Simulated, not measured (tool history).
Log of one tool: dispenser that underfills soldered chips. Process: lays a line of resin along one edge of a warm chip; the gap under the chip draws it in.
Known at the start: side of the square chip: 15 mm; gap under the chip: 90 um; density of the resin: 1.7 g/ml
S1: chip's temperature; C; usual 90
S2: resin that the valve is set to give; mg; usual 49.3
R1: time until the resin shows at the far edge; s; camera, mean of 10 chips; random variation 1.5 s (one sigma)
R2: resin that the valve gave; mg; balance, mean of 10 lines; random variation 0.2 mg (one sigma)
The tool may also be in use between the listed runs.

run   hour   S1    S2     R1     R2
  1    0.0   90  49.3  205.6  47.23
  2    6.2   90  49.3  253.1  47.07
       9.2  -- new syringe of resin
  3   16.1   90  49.3  204.4  46.54
      25.1  -- new syringe of resin
  4   25.7   90  49.3  160.3  46.56
  5   29.9   90  49.3  193.1  46.46
  6   36.2   90  50.0  231.9  47.20
      41.4  -- new syringe of resin
  7   44.4   90  53.3  176.1  49.93
  8   50.9   90  58.0  218.2  54.12
      57.8  -- new syringe of resin
  9   60.5   90  58.0  174.1  53.58
 10   69.5   90  58.0  237.9  54.10
      74.0  -- new syringe of resin
 11   78.9   90  58.0  187.3  53.68
 12   85.1   90  58.0  232.7  53.24
 13   89.0   90  50.2  271.1  45.93
      90.4  -- new syringe of resin
 14   98.0   90  49.3  212.3  45.08
 15  105.2   90  49.3  271.4  44.71
     106.6  -- new syringe of resin
 16  115.3   90  51.1  218.9  46.15
     122.6  -- new syringe of resin
 17  122.6   90  49.3  162.8  44.26
     132.0  -- dispensing valve cleaned and set on the balance
 18  132.1   90  49.3  216.3  49.28
 19  137.4   87  48.0  291.6  47.72
     139.9  -- new syringe of resin
 20  143.2   91  58.7  168.7  58.33
 21  149.8   77  42.8  399.1  42.26
     156.0  -- new syringe of resin
 22  157.7   77  49.3  287.9  48.42
 23  166.9   77  55.2  392.6  54.19
     172.1  -- new syringe of resin
 24  172.9   77  55.2  278.5  54.21
 25  179.6  103  60.2  124.5  59.23
 26  186.9   97  63.8  201.7  62.90
     188.1  -- new syringe of resin
 27  191.9   94  52.4  156.4  51.22
 28  196.7  103  58.4  127.1  56.82
 29  201.3   95  47.2  214.8  45.71
     204.6  -- new syringe of resin
 30  209.1   93  53.1  167.0  51.15
 31  214.6   93  53.1  201.8  51.32
     220.6  -- new syringe of resin
 32  224.7  100  55.7  123.1  53.80
 33  231.9   93  44.0  219.0  42.18
     237.2  -- new syringe of resin
 34  241.4   91  57.0  177.1  54.16
 35  245.8   79  56.8  333.8  54.19
     253.2  -- new syringe of resin
 36  253.6   80  49.8  249.3  47.22

Some steps in R1 between neighbouring runs. How much of each would the tool show without its hidden state too (settings, what came in, random variation), and how much is left for the hidden state, with any gauge scatter that isn't in both results?
The hidden state here: resin's viscosity, % of fresh resin's; dose that the valve gives, % of what is set; true chip temperature over the reading, C; drift of the gauge itself on fill_s, %; drift of the gauge itself on given_mg, %.
Run 20 -> 21: S1 91 -> 77, S2 58.7 -> 42.8. R1 +230.4 s: hidden state +107.2, all else +123.2.
Run 22 -> 23: S2 49.3 -> 55.2. R1 +104.7 s: hidden state +107.0, all else -2.3.
Run 23 -> 24: new syringe of resin. R1 -114.1 s: hidden state -110.3, all else -3.8.
Run 24 -> 25: S1 77 -> 103, S2 55.2 -> 60.2. R1 -154.0 s: hidden state +7.3, all else -161.3.
Run 34 -> 35: S1 91 -> 79, S2 57.0 -> 56.8. R1 +156.7 s: hidden state +68.9, all else +87.8.
